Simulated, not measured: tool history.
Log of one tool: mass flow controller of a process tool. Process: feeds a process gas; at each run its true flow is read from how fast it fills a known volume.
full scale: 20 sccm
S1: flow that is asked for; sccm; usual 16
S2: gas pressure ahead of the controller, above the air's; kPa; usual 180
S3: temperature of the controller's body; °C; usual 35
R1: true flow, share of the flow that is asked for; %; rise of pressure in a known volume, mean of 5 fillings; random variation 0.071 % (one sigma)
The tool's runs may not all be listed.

run 1 hour=0.0 | S1=16 S2=180 S3=35 | R1=99.18
run 2 hour=291.2 | S1=16 S2=180 S3=35 | R1=99.10
run 3 hour=478.7 | S1=16 S2=180 S3=35 | R1=98.94
run 4 hour=754.5 | S1=16 S2=229 S3=35 | R1=99.17
run 5 hour=887.7 | S1=16 S2=229 S3=35 | R1=99.01
run 6 hour=1079.8 | S1=16 S2=229 S3=30 | R1=98.56
run 7 hour=1335.9 | S1=16 S2=180 S3=35 | R1=98.67
run 8 hour=1548.9 | S1=16 S2=180 S3=26 | R1=98.01
run 9 hour=1769.6 | S1=16 S2=180 S3=26 | R1=98.02
run 10 hour=1894.4 | S1=8 S2=180 S3=26 | R1=96.13
run 11 hour=2161.9 | S1=8 S2=180 S3=26 | R1=96.01
run 12 hour=2382.4 | S1=8 S2=180 S3=26 | R1=95.89
run 13 hour=2549.7 | S1=16 S2=180 S3=39 | R1=98.37
run 14 hour=2677.9 | S1=16 S2=180 S3=39 | R1=98.21
run 15 hour=2873.8 | S1=14 S2=190 S3=28 | R1=97.21
run 16 hour=3161.9 | S1=14 S2=190 S3=28 | R1=97.08
run 17 hour=3328.3 | S1=3 S2=261 S3=30 | R1=92.41
run 18 hour=3521.3 | S1=3 S2=261 S3=30 | R1=92.13
run 19 hour=3789.5 | S1=3 S2=261 S3=30 | R1=91.82
run 20 hour=3956.1 | S1=16 S2=202 S3=23 | R1=96.85
run 21 hour=4212.2 | S1=16 S2=202 S3=23 | R1=96.79
run 22 hour=4427.3 | S1=16 S2=222 S3=34 | R1=97.50
run 23 hour=4574.6 | S1=3 S2=154 S3=24 | R1=90.12
run 24 hour=4797.4 | S1=13 S2=158 S3=32 | R1=96.31
run 25 hour=5090.6 | S1=13 S2=158 S3=32 | R1=96.09
run 26 hour=5284.2 | S1=13 S2=158 S3=32 | R1=96.09
run 27 hour=5501.8 | S1=11 S2=275 S3=23 | R1=95.29

5 ways to go on from here, each from the tool as it stands after run 27. What would each give?
run A hour=5799.4 | S1=4 S2=275 S3=35 | R1=?
run B hour=5799.4 | S1=2 S2=220 S3=38 | R1=?
run C hour=5799.4 | S1=4 S2=180 S3=35 | R1=?
run D hour=5799.4 | S1=3 S2=250 S3=23 | R1=?
run E hour=5799.4 | S1=7 S2=223 S3=33 | R1=?

run=A R1=91.95
run=B R1=86.51
run=C R1=91.40
run=D R1=89.26
run=E R1=94.07
Without the tool's hidden state the same runs would have given:
run=A R1=98.99
run=B R1=98.53
run=C R1=98.42
run=D R1=97.96
run=E R1=98.95
